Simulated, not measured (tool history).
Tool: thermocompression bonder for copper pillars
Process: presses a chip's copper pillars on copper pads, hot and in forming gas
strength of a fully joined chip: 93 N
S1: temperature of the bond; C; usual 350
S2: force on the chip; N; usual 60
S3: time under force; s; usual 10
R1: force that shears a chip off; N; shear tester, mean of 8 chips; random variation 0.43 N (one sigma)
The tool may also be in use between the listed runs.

run,hour,S1,S2,S3,R1
1,0,350,60,10,57.5
2,20.4,350,60,10,57
3,36.5,350,60,10,57.8
4,62,350,60,10,56.6
5,94,350,60,10,56.7
6,113.2,350,60,28,71.9
7,145.6,350,60,9,54.5
8,177.7,350,60,9,54.7
9,201.6,350,60,12,59.9
10,236.4,350,60,12,59.6
11,267.3,350,60,12,58.9
12,296.6,350,60,12,58.4
13,317.8,350,60,9,53.9
14,340.8,350,60,9,54.5
15,376.1,377,75,18,76.3
16,405.6,356,63,19,69
17,442.7,349,60,6,47.4
# hour 446.9: heater calibrated with a thermocouple chip
18,475.9,349,63,15,57.7
19,498.3,349,63,16,58.5
# hour 520.2: forming gas filter changed
20,520.2,373,60,10,64.8
21,554.9,373,60,10,64.8
22,590.6,373,60,10,63.3
23,611,349,43,6,35.2
24,627,349,65,10,56.8

Forecast run 25:
25,648.1,350,60,11,?

R1: 56.2 N
Without the tool's hidden state the same run would have given R1 57 N.
